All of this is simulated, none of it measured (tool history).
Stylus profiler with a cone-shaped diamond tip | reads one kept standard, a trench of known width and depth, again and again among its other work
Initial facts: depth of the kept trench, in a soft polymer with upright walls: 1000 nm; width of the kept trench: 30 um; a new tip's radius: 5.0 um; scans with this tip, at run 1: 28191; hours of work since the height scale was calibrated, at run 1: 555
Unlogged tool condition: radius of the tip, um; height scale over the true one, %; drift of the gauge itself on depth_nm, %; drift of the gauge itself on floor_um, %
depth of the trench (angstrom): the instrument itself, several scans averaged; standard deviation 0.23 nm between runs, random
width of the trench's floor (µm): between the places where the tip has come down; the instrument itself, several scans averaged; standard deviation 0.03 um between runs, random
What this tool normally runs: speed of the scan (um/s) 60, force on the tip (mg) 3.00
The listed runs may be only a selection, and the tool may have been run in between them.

run    hour  speed of the scan (um/s)  force on the tip (mg)  scans with this tip  hours of work since the height scale was calibrated  depth of the trench (angstrom)  width of the trench's floor (µm)
  1     0.0                        60                   3.00                28191                                                  555                         10114.0                             20.22
  2   109.7                        60                   3.00                28768                                                  620                         10109.0                             20.18
  3   235.9                        60                   4.43                29432                                                  695                         10141.3                             20.18
  4   298.7                       223                   3.00                29763                                                  732                         10108.8                             19.36
  5   368.0                       223                   3.00                30127                                                  773                         10108.6                             19.30
      435.8  -- height scale calibrated on a step standard
  6   435.8                       223                   3.00                30481                                                    0                         10136.3                             19.24
  7   551.8                        60                   1.05                31092                                                   69                         10067.4                             19.77
  8   666.6                        60                   1.05                31696                                                  137                         10068.4                             19.69
  9   769.7                        60                   1.05                32238                                                  198                         10066.2                             19.69
 10   865.7                       160                   3.00                32744                                                  255                         10123.4                             19.39
 11   975.4                        65                   3.00                33321                                                  320                         10125.1                             19.69
 12  1069.7                        23                   3.00                33817                                                  376                         10122.2                             19.86
 13  1149.7                        23                   3.00                34238                                                  423                         10120.0                             19.82
 14  1266.0                        60                   3.00                34850                                                  492                         10118.5                             19.57
 15  1385.2                        60                   3.00                35477                                                  563                         10116.3                             19.53
 16  1466.3                       191                   3.00                35904                                                  611                         10117.2                             18.90
 17  1564.7                       191                   3.00                36422                                                  669                         10112.7                             18.85
 18  1643.7                        60                   3.00                36838                                                  716                         10118.0                             19.41
 19  1713.6                        60                   3.00                37205                                                  757                         10112.2                             19.37
 20  1793.2                        19                   3.00                37624                                                  804                         10108.3                             19.57
     1810.2  -- height scale calibrated on a step standard
 21  1916.8                        19                   3.00                38272                                                   63                         10124.1                             19.49
     1946.5  -- new tip fitted, height scale calibrated
 22  2050.6                        60                   5.35                  548                                                   62                         10190.3                             23.84
 23  2148.6                        55                   5.35                 1063                                                  120                         10187.9                             23.77
 24  2213.5                       189                   3.00                 1405                                                  158                         10127.1                             23.00
 25  2297.1                        21                   4.10                 1845                                                  208                         10152.8                             23.71
 26  2407.6                        39                   3.76                 2426                                                  273                         10144.9                             23.58
 27  2490.1                        37                   2.22                 2860                                                  322                         10100.4                             23.46
 28  2615.7                        37                   2.22                 3521                                                  396                         10094.9                             23.40
 29  2693.2                        37                   2.22                 3929                                                  442                         10095.3                             23.30
 30  2811.5                        37                   2.22                 4552                                                  513                         10091.2                             23.23
 31  2919.9                        18                   3.72                 5122                                                  577                         10133.9                             23.25
 32  2977.5                        18                   3.72                 5425                                                  611                         10131.4                             23.28
 33  3070.5                        49                   7.00                 5914                                                  666                         10206.2                             23.12
 34  3204.7                        49                   7.00                 6620                                                  745                         10202.2                             22.97
 35  3292.6                        81                   3.00                 7083                                                  798                         10106.2                             22.68
     3316.6  -- height scale calibrated on a step standard
 36  3428.9                       120                   3.00                 7797                                                   67                         10123.3                             22.40
 37  3484.2                        73                   3.00                 8089                                                   99                         10126.2                             22.62
 38  3601.8                        73                   3.00                 8707                                                  169                         10121.7                             22.56
 39  3668.7                        36                   6.72                 9059                                                  209                         10214.1                             22.68
 40  3775.3                       162                   7.90                 9620                                                  272                         10235.7                             22.30
 41  3859.2                        90                   7.90                10062                                                  321                         10234.8                             22.44
 42  3919.2                        90                   7.90                10377                                                  357                         10231.4                             22.39
 43  4029.8                        90                   1.52                10959                                                  423                         10067.2                             21.97
 44  4094.3                        39                   6.63                11299                                                  461                         10204.5                             22.42
 45  4223.2                        22                   6.63                11977                                                  537                         10198.6                             22.34

Predict each of these 4 candidate next runs independently; none follows another, all start after run 45:
  A  4353.1                        53                   2.32                12661                                                  614                               ?                                 ?
  B  4353.1                        82                   1.40                12661                                                  614                               ?                                 ?
  C  4353.1                        17                   1.71                12661                                                  614                               ?                                 ?
  D  4353.1                        60                   8.62                12661                                                  614                               ?                                 ?

run  depth of the trench (angstrom)  width of the trench's floor (µm)
  A                         10087.1                             22.14
  B                         10058.5                             21.85
  C                         10072.6                             22.21
  D                         10235.5                             22.22
Without the tool's hidden state the same runs would have given:
run  depth of the trench (angstrom)  width of the trench's floor (µm)
  A                         10105.4                             23.79
  B                         10076.7                             23.49
  C                         10090.9                             23.85
  D                         10254.1                             23.87

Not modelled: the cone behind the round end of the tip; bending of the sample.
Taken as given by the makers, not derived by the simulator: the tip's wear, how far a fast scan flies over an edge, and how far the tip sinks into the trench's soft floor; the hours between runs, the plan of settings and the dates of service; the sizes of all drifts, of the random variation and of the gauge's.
